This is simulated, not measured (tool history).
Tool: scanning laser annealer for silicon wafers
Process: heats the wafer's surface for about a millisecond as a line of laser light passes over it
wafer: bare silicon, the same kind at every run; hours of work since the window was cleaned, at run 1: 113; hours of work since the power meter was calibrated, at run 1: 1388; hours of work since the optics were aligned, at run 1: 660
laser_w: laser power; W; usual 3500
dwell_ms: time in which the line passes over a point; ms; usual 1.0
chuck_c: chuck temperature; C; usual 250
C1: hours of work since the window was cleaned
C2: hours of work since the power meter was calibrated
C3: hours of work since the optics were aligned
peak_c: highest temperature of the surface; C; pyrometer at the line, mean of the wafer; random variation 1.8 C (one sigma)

run 1 hour=0.0 | laser_w=3500 dwell_ms=1.0 chuck_c=250 | C1=113 C2=1388 C3=660 | peak_c=1011
run 2 hour=41.3 | laser_w=3500 dwell_ms=1.0 chuck_c=250 | C1=138 C2=1412 C3=684 | peak_c=1013
run 3 hour=96.8 | laser_w=3500 dwell_ms=1.0 chuck_c=250 | C1=170 C2=1445 C3=717 | peak_c=1012
run 4 hour=168.2 | laser_w=3500 dwell_ms=1.0 chuck_c=250 | C1=212 C2=1487 C3=759 | peak_c=1002
run 5 hour=227.1 | laser_w=3500 dwell_ms=1.0 chuck_c=250 | C1=247 C2=1521 C3=794 | peak_c=1002
run 6 hour=276.3 | laser_w=3500 dwell_ms=1.0 chuck_c=250 | C1=276 C2=1550 C3=823 | peak_c=1000
run 7 hour=333.2 | laser_w=3034 dwell_ms=1.2 chuck_c=273 | C1=309 C2=1584 C3=856 | peak_c=994
run 8 hour=375.6 | laser_w=3034 dwell_ms=1.2 chuck_c=288 | C1=334 C2=1609 C3=881 | peak_c=1007
run 9 hour=447.3 | laser_w=3034 dwell_ms=1.2 chuck_c=288 | C1=376 C2=1651 C3=923 | peak_c=1006
run 10 hour=494.2 | laser_w=3754 dwell_ms=0.9 chuck_c=250 | C1=404 C2=1678 C3=951 | peak_c=997

Run 11 comes next. What will it give?
-- hour=544.6 window over the wafer cleaned
run 11 hour=551.9 | laser_w=3754 dwell_ms=0.9 chuck_c=250 | C1=4 C2=1711 C3=983 | peak_c=?

peak_c: 1024 C
Without the tool's hidden state the same run would have given peak_c 1027 C.
